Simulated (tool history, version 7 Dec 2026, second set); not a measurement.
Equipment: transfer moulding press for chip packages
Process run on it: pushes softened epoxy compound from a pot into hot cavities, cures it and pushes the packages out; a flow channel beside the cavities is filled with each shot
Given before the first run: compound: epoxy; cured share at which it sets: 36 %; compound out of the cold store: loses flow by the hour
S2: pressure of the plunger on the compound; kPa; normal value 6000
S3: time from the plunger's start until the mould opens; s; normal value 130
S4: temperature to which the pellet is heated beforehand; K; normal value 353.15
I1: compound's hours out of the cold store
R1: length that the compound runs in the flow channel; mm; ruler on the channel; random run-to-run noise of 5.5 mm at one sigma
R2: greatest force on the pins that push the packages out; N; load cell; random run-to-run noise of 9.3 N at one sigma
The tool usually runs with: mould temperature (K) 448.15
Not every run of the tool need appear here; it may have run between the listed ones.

run 1 hour=0.0 | mould_temperature_(K)=448.15 S2=6000 S3=130 S4=353.15 | I1=19.1 | R1=550 R2=461
run 2 hour=25.1 | mould_temperature_(K)=448.15 S2=6000 S3=130 S4=353.15 | I1=10.7 | R1=567 R2=530
-- hour=51.5 cavities cleaned with cleaning compound and waxed
run 3 hour=62.5 | mould_temperature_(K)=448.15 S2=6000 S3=130 S4=353.15 | I1=42.7 | R1=506 R2=606
run 4 hour=104.6 | mould_temperature_(K)=448.15 S2=6000 S3=130 S4=353.15 | I1=23.2 | R1=543 R2=605
-- hour=119.7 cavities cleaned with cleaning compound and waxed
run 5 hour=134.1 | mould_temperature_(K)=448.15 S2=6000 S3=130 S4=353.15 | I1=27.2 | R1=536 R2=457
run 6 hour=178.6 | mould_temperature_(K)=448.15 S2=6000 S3=130 S4=353.15 | I1=13.0 | R1=554 R2=535
-- hour=189.2 cavities cleaned with cleaning compound and waxed
run 7 hour=204.5 | mould_temperature_(K)=448.15 S2=6000 S3=130 S4=353.15 | I1=26.2 | R1=527 R2=449
-- hour=253.5 mould's thermocouples calibrated
-- hour=259.8 cavities cleaned with cleaning compound and waxed
run 8 hour=263.7 | mould_temperature_(K)=448.15 S2=6000 S3=130 S4=353.15 | I1=45.9 | R1=498 R2=410
run 9 hour=299.3 | mould_temperature_(K)=448.15 S2=6670 S3=136 S4=350.15 | I1=45.7 | R1=525 R2=456
-- hour=327.8 cavities cleaned with cleaning compound and waxed
run 10 hour=342.2 | mould_temperature_(K)=454.15 S2=5580 S3=130 S4=353.15 | I1=47.5 | R1=451 R2=370
-- hour=375.2 cavities cleaned with cleaning compound and waxed, once more
-- hour=386.2 plunger's sealing rings changed
run 11 hour=404.7 | mould_temperature_(K)=448.15 S2=6290 S3=111 S4=346.15 | I1=29.4 | R1=577 R2=639
run 12 hour=436.9 | mould_temperature_(K)=446.15 S2=6290 S3=140 S4=356.15 | I1=17.0 | R1=606 R2=539
-- hour=445.7 cavities cleaned with cleaning compound and waxed
run 13 hour=488.4 | mould_temperature_(K)=446.15 S2=4740 S3=148 S4=349.15 | I1=9.6 | R1=535 R2=488
-- hour=513.4 cavities cleaned with cleaning compound and waxed
run 14 hour=513.4 | mould_temperature_(K)=446.15 S2=5390 S3=167 S4=349.15 | I1=34.6 | R1=522 R2=345
run 15 hour=566.5 | mould_temperature_(K)=446.15 S2=5390 S3=167 S4=349.15 | I1=23.5 | R1=543 R2=439

Alternative continuations, all from the tool just after run 15; predict every row:
-- hour=582.4 cavities cleaned with cleaning compound and waxed
run A hour=613.3 | mould_temperature_(K)=446.15 S2=5390 S3=124 S4=349.15 | I1=33.5 | R1=? R2=?
-- hour=582.4 cavities cleaned with cleaning compound and waxed
run B hour=613.3 | mould_temperature_(K)=446.15 S2=5010 S3=167 S4=349.15 | I1=24.8 | R1=? R2=?
-- hour=582.4 cavities cleaned with cleaning compound and waxed
run C hour=613.3 | mould_temperature_(K)=454.15 S2=6940 S3=162 S4=353.15 | I1=34.8 | R1=? R2=?
-- hour=582.4 cavities cleaned with cleaning compound and waxed
run D hour=613.3 | mould_temperature_(K)=448.15 S2=7390 S3=143 S4=353.15 | I1=12.1 | R1=? R2=?

run=A R1=524 R2=573
run=B R1=513 R2=408
run=C R1=559 R2=382
run=D R1=636 R2=436
Had the tool no hidden state, the same runs would have come out as:
run=A R1=539 R2=495
run=B R1=529 R2=345
run=C R1=576 R2=320
run=D R1=656 R2=371

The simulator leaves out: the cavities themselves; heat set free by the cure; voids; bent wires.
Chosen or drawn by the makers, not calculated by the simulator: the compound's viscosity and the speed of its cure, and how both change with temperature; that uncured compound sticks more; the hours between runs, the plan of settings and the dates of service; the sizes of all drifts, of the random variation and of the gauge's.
